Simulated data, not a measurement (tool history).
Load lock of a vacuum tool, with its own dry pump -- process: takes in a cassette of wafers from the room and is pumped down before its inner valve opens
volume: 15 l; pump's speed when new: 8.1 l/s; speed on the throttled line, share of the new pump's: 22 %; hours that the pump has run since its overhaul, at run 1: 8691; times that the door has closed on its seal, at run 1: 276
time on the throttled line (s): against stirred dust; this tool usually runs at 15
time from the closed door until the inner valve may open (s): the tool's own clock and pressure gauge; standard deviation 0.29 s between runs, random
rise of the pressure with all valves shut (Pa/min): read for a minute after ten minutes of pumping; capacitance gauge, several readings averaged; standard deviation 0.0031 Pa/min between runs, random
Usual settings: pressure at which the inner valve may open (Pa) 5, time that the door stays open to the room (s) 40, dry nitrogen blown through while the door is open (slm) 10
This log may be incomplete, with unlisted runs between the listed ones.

run    hour  time on the throttled line (s)  pressure at which the inner valve may open (Pa)  time that the door stays open to the room (s)  dry nitrogen blown through while the door is open (slm)  hours that the pump has run since its overhaul  times that the door has closed on its seal  incoming humidity of the room's air, %  time from the closed door until the inner valve may open (s)  rise of the pressure with all valves shut (Pa/min)
  1     0.0                              15                                                5                                             40                                                       10                                            8691                                         276                                    45.2                                                          30.9                                               0.068
  2    74.9                              15                                               10                                             40                                                       10                                            8766                                         553                                    46.3                                                          29.6                                               0.070
  3   152.0                              15                                               10                                             40                                                       10                                            8843                                         839                                    46.3                                                          29.6                                               0.081
  4   231.2                              15                                                5                                             40                                                       10                                            8922                                        1133                                    45.1                                                          32.3                                               0.075
  5   379.8                              15                                                5                                             40                                                       10                                            9071                                        1684                                    44.8                                                          31.3                                               0.074
  6   446.8                              15                                                5                                             40                                                       10                                            9138                                        1933                                    45.2                                                          31.6                                               0.075
  7   603.9                              15                                                5                                             40                                                       10                                            9295                                        2515                                    41.6                                                          31.2                                               0.073
  8   733.7                              15                                                5                                            145                                                       10                                            9425                                        2997                                    44.3                                                          31.1                                               0.114
  9   887.8                              15                                                7                                             40                                                       10                                            9579                                        3568                                    45.2                                                          30.7                                               0.078
 10   956.9                              13                                                6                                             40                                                       14                                            9648                                        3824                                    42.1                                                          29.3                                               0.067
 11  1103.7                              21                                                8                                             40                                                       26                                            9795                                        4369                                    47.7                                                          35.1                                               0.066
 12  1222.3                              21                                                8                                             40                                                       26                                            9913                                        4809                                    43.3                                                          35.1                                               0.064
 13  1306.1                              19                                                9                                            197                                                        6                                            9997                                        5120                                    46.2                                                          33.1                                               0.149
 14  1446.3                              19                                                9                                            197                                                        6                                           10137                                        5639                                    47.8                                                          33.6                                               0.153
 15  1527.8                              19                                                9                                             64                                                        7                                           10219                                        5942                                    43.3                                                          33.2                                               0.089
 16  1658.0                              19                                                9                                             64                                                        7                                           10349                                        6425                                    42.8                                                          33.4                                               0.095
 17  1728.6                              10                                                5                                             37                                                       12                                           10420                                        6686                                    44.0                                                          27.4                                               0.075

Selected run-to-run steps in time from the closed door until the inner valve may open (s), each split into two signed amounts: the part the tool would show with no hidden state at all (from settings, incoming material and random variation), and the remainder, which goes to the hidden state together with any gauge scatter not common to the measured and the hidden-state-free results:
Hidden state present: pump's speed, % of a new pump's; leak at the door's seal, Pa l/s; drift of the gauge itself on ready_s, %; drift of the gauge itself on rise_pa_min, %.
Run 16 -> 17: time on the throttled line (s) 19 -> 10, pressure at which the inner valve may open (Pa) 9 -> 5, time that the door stays open to the room (s) 64 -> 37, dry nitrogen blown through while the door is open (slm) 7 -> 12. time from the closed door until the inner valve may open (s) -6.0: hidden state +0.3, all else -6.3.

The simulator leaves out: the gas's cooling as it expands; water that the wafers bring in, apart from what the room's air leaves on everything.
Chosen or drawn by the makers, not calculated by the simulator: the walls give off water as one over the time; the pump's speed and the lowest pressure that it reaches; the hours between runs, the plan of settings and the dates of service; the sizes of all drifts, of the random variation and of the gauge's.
